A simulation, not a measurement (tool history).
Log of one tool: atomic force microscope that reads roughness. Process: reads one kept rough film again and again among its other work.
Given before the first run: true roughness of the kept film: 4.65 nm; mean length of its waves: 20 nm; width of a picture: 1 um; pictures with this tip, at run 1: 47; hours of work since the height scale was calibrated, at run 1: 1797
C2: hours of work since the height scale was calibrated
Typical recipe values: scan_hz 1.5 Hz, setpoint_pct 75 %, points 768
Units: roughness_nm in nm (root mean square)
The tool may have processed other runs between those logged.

{"run": 1, "hour": 0.0, "scan_hz": 1.5, "setpoint_pct": 75, "points": 768, "pictures with this tip": 47, "C2": 1797, "roughness_nm": 1.783}
{"hour": 24.4, "done": "new tip fitted"}
{"run": 2, "hour": 58.2, "scan_hz": 1.5, "setpoint_pct": 75, "points": 768, "pictures with this tip": 34, "C2": 1834, "roughness_nm": 1.912}
{"hour": 94.0, "done": "new tip fitted"}
{"run": 3, "hour": 123.1, "scan_hz": 1.5, "setpoint_pct": 75, "points": 768, "pictures with this tip": 29, "C2": 1875, "roughness_nm": 1.961}
{"hour": 167.2, "done": "new tip fitted"}
{"run": 4, "hour": 193.9, "scan_hz": 1.5, "setpoint_pct": 75, "points": 768, "pictures with this tip": 27, "C2": 1920, "roughness_nm": 1.978}
{"run": 5, "hour": 231.3, "scan_hz": 1.5, "setpoint_pct": 75, "points": 768, "pictures with this tip": 65, "C2": 1944, "roughness_nm": 1.439}
{"hour": 242.3, "done": "new tip fitted"}
{"run": 6, "hour": 273.2, "scan_hz": 1.5, "setpoint_pct": 75, "points": 768, "pictures with this tip": 31, "C2": 1971, "roughness_nm": 1.901}
{"hour": 314.5, "done": "new tip fitted"}
{"run": 7, "hour": 344.8, "scan_hz": 1.42, "setpoint_pct": 75, "points": 768, "pictures with this tip": 30, "C2": 2016, "roughness_nm": 1.993}
{"hour": 386.7, "done": "new tip fitted"}
{"run": 8, "hour": 419.6, "scan_hz": 1.5, "setpoint_pct": 75, "points": 662, "pictures with this tip": 33, "C2": 2064, "roughness_nm": 1.918}
{"hour": 457.1, "done": "new tip fitted"}
{"run": 9, "hour": 471.5, "scan_hz": 1.26, "setpoint_pct": 75, "points": 307, "pictures with this tip": 14, "C2": 2096, "roughness_nm": 2.303}
{"run": 10, "hour": 509.4, "scan_hz": 0.71, "setpoint_pct": 64, "points": 362, "pictures with this tip": 52, "C2": 2121, "roughness_nm": 1.756}
{"hour": 530.8, "done": "new tip fitted"}
{"run": 11, "hour": 578.9, "scan_hz": 0.71, "setpoint_pct": 64, "points": 362, "pictures with this tip": 48, "C2": 2165, "roughness_nm": 1.789}
{"hour": 607.1, "done": "new tip fitted"}
{"run": 12, "hour": 622.9, "scan_hz": 0.81, "setpoint_pct": 60, "points": 804, "pictures with this tip": 16, "C2": 2193, "roughness_nm": 2.514}
{"run": 13, "hour": 672.6, "scan_hz": 0.81, "setpoint_pct": 60, "points": 804, "pictures with this tip": 66, "C2": 2224, "roughness_nm": 1.605}
{"hour": 680.5, "done": "new tip fitted"}
{"run": 14, "hour": 741.0, "scan_hz": 0.81, "setpoint_pct": 72, "points": 804, "pictures with this tip": 61, "C2": 2268, "roughness_nm": 1.678}
{"hour": 752.3, "done": "new tip fitted"}
{"run": 15, "hour": 780.4, "scan_hz": 0.6, "setpoint_pct": 68, "points": 300, "pictures with this tip": 29, "C2": 2293, "roughness_nm": 2.092}
{"hour": 822.0, "done": "new tip fitted"}
{"run": 16, "hour": 825.9, "scan_hz": 0.69, "setpoint_pct": 60, "points": 541, "pictures with this tip": 4, "C2": 2321, "roughness_nm": 2.963}

Consider 4 possible next runs. They are alternatives, not a sequence: every one starts from the tool as it was left by run 16. What does each give?
{"run": "A", "hour": 889.3, "scan_hz": 0.63, "setpoint_pct": 78, "points": 856, "pictures with this tip": 67, "C2": 2362, "roughness_nm": "?"}
{"run": "B", "hour": 889.3, "scan_hz": 3.62, "setpoint_pct": 60, "points": 541, "pictures with this tip": 67, "C2": 2362, "roughness_nm": "?"}
{"run": "C", "hour": 889.3, "scan_hz": 1.77, "setpoint_pct": 60, "points": 893, "pictures with this tip": 67, "C2": 2362, "roughness_nm": "?"}
{"run": "D", "hour": 889.3, "scan_hz": 0.56, "setpoint_pct": 75, "points": 982, "pictures with this tip": 67, "C2": 2362, "roughness_nm": "?"}

run=A roughness_nm=1.545
run=B roughness_nm=1.471
run=C roughness_nm=1.543
run=D roughness_nm=1.574
Take away the tool's hidden state, keep each run's random variation, and the runs would have read:
run=A roughness_nm=3.017
run=B roughness_nm=2.866
run=C roughness_nm=3.013
run=D roughness_nm=3.071

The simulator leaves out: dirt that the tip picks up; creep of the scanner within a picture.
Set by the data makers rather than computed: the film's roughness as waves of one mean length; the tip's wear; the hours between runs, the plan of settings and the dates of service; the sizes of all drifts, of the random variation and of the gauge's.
